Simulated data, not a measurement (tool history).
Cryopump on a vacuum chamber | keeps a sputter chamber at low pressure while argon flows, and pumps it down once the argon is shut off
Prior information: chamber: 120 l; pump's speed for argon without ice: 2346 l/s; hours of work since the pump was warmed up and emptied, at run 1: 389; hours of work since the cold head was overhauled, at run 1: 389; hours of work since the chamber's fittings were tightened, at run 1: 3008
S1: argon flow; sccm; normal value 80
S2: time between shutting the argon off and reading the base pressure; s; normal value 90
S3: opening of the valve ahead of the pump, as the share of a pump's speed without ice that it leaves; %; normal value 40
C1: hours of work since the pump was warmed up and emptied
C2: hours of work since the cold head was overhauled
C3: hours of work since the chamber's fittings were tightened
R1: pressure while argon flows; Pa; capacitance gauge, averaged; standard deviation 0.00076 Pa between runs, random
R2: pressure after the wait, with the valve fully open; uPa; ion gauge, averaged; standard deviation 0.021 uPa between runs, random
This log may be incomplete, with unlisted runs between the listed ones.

| run | hour | S1 | S2 | S3 | C1 | C2 | C3 | R1 | R2 |
|---|---|---|---|---|---|---|---|---|---|
| 1 | 0.0 | 80 | 90 | 40 | 389 | 389 | 3008 | 0.1571 | 1.64 |
| 2 | 37.5 | 131 | 90 | 40 | 408 | 408 | 3026 | 0.2556 | 1.68 |
| 3 | 74.7 | 131 | 90 | 40 | 426 | 426 | 3045 | 0.2594 | 1.63 |
| 4 | 95.3 | 80 | 90 | 40 | 436 | 436 | 3055 | 0.1573 | 1.70 |
| 5 | 139.8 | 80 | 90 | 38 | 458 | 458 | 3077 | 0.1649 | 1.73 |
| 6 | 167.5 | 80 | 90 | 40 | 472 | 472 | 3091 | 0.1573 | 1.75 |
| 7 | 197.5 | 80 | 90 | 40 | 487 | 487 | 3106 | 0.1599 | 1.80 |
| 8 | 245.7 | 80 | 90 | 40 | 511 | 511 | 3130 | 0.1610 | 1.84 |
|  | 257.0 | pump warmed up, emptied and cooled again |
| 9 | 274.0 | 80 | 90 | 40 | 8 | 523 | 3141 | 0.1447 | 1.41 |
| 10 | 295.0 | 80 | 144 | 40 | 19 | 533 | 3152 | 0.1438 | 1.38 |
| 11 | 332.0 | 80 | 144 | 16 | 37 | 551 | 3170 | 0.3616 | 1.48 |
| 12 | 356.4 | 80 | 90 | 31 | 49 | 564 | 3182 | 0.1874 | 1.41 |
| 13 | 404.1 | 80 | 90 | 33 | 73 | 587 | 3206 | 0.1767 | 1.52 |
| 14 | 444.6 | 80 | 90 | 40 | 93 | 607 | 3226 | 0.1461 | 1.56 |
| 15 | 467.4 | 80 | 90 | 40 | 105 | 619 | 3238 | 0.1462 | 1.58 |
| 16 | 509.7 | 80 | 90 | 40 | 126 | 640 | 3259 | 0.1479 | 1.57 |
| 17 | 536.8 | 80 | 142 | 40 | 139 | 653 | 3272 | 0.1479 | 1.49 |
| 18 | 557.9 | 56 | 90 | 15 | 149 | 664 | 3282 | 0.2709 | 1.66 |
|  | 576.4 | leaking fittings of the chamber tightened, without venting |
| 19 | 592.0 | 56 | 90 | 15 | 165 | 680 | 8 | 0.2723 | 0.37 |
| 20 | 622.7 | 56 | 90 | 15 | 181 | 695 | 23 | 0.2727 | 0.40 |
| 21 | 662.3 | 38 | 90 | 40 | 200 | 715 | 43 | 0.0723 | 0.40 |
| 22 | 702.5 | 80 | 90 | 53 | 220 | 735 | 63 | 0.1142 | 0.40 |
| 23 | 741.5 | 39 | 254 | 40 | 240 | 754 | 82 | 0.0724 | 0.24 |
| 24 | 773.1 | 91 | 90 | 40 | 255 | 770 | 98 | 0.1719 | 0.44 |
| 25 | 816.8 | 53 | 116 | 38 | 277 | 791 | 119 | 0.1058 | 0.39 |
| 26 | 839.8 | 39 | 116 | 38 | 289 | 803 | 131 | 0.0774 | 0.42 |
| 27 | 872.8 | 63 | 48 | 38 | 305 | 819 | 147 | 0.1262 | 0.64 |
| 28 | 903.1 | 63 | 48 | 38 | 320 | 834 | 162 | 0.1262 | 0.66 |
| 29 | 939.3 | 80 | 35 | 16 | 338 | 852 | 180 | 0.3671 | 0.83 |
| 30 | 973.3 | 80 | 35 | 16 | 355 | 869 | 197 | 0.3716 | 0.84 |
| 31 | 1010.7 | 58 | 35 | 26 | 373 | 888 | 216 | 0.1705 | 0.81 |
| 32 | 1048.1 | 58 | 66 | 40 | 392 | 906 | 234 | 0.1119 | 0.58 |
| 33 | 1085.9 | 48 | 21 | 40 | 411 | 925 | 253 | 0.0942 | 1.20 |
| 34 | 1124.2 | 48 | 21 | 40 | 430 | 944 | 272 | 0.0953 | 1.25 |

Branching from run 34: 4 alternative next runs. What would each branch give?
| A | 1161.4 | 80 | 31 | 16 | 448 | 963 | 291 | ? | ? |
| B | 1161.4 | 36 | 95 | 17 | 448 | 963 | 291 | ? | ? |
| C | 1161.4 | 33 | 21 | 40 | 448 | 963 | 291 | ? | ? |
| D | 1161.4 | 77 | 153 | 24 | 448 | 963 | 291 | ? | ? |

| run | R1 | R2 |
|---|---|---|
| A | 0.3743 | 0.92 |
| B | 0.1590 | 0.53 |
| C | 0.0655 | 1.28 |
| D | 0.2447 | 0.45 |
Take away the tool's hidden state, keep each run's random variation, and the runs would have read:
| run | R1 | R2 |
|---|---|---|
| A | 0.3606 | 0.74 |
| B | 0.1528 | 0.35 |
| C | 0.0598 | 1.10 |
| D | 0.2314 | 0.27 |
